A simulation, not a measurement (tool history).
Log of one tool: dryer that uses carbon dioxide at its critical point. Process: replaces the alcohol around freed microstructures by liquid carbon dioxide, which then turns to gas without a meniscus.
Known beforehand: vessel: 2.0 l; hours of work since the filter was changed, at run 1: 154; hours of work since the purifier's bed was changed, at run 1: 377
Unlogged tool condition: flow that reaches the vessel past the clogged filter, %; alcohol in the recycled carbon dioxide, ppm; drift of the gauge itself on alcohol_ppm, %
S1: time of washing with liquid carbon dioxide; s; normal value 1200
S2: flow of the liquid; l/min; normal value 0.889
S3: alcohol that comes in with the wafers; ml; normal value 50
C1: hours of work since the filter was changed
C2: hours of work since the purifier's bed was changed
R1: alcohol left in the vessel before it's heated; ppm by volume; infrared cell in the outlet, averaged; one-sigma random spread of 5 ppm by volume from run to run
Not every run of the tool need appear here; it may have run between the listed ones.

run,hour,S1,S2,S3,C1,C2,R1
1,0.0,1200,0.889,50,154,377,159
2,28.4,1200,0.889,50,174,397,161
3,55.1,1200,0.889,50,193,416,175
4,86.9,1200,0.889,50,216,439,172
# hour 108.1: inlet filter changed
5,122.5,1200,0.889,53,10,464,179
6,148.4,1200,0.889,53,29,483,176
7,166.6,1200,0.889,53,42,496,187
8,196.9,1200,0.889,53,64,518,199
9,229.0,1200,0.889,50,87,541,203
10,245.8,1200,0.889,50,99,553,212
11,278.1,1200,0.889,50,123,576,219
12,305.2,1200,0.889,50,142,596,221
13,324.9,1200,0.889,32,156,610,219
14,351.1,1440,0.889,50,175,629,223
15,375.2,1440,0.889,50,193,647,233
16,398.2,1200,1.051,50,209,663,242
# hour 429.0: inlet filter changed
17,429.6,1200,1.051,50,0,685,243
18,446.5,1200,1.051,50,13,697,247
# hour 462.3: purifier's bed changed
19,475.4,1200,1.051,50,31,9,12
20,498.9,1200,1.051,50,48,26,13
21,516.2,1680,0.889,50,61,39,23
22,532.1,1200,0.889,50,72,50,31
23,547.3,1320,0.889,50,83,61,29
24,563.1,840,1.350,35,95,73,36
25,587.0,1200,0.676,50,112,90,113
26,606.0,1020,0.611,21,125,104,168
27,626.8,1200,0.889,46,140,119,54
28,653.5,1500,1.174,46,160,138,46
29,683.3,1500,1.174,46,181,159,48
30,703.7,1080,1.132,48,196,174,61
31,736.1,1080,1.132,48,219,197,78
# hour 754.7: inlet filter changed
32,765.5,1080,1.132,48,8,218,84
33,781.5,780,0.889,84,19,229,312
34,813.3,960,1.152,50,42,252,103
35,846.4,960,1.152,50,66,276,105
36,861.9,960,1.468,25,77,287,107
37,884.6,960,1.468,25,94,304,115
38,900.3,780,1.468,25,105,315,107

Run 39 has not been measured yet. What should we expect?
39,925.7,780,1.344,32,123,333,?

R1: 125 ppm by volume
On a tool with no hidden condition, and with the same random variation, this run would have come out at R1 12 ppm by volume.
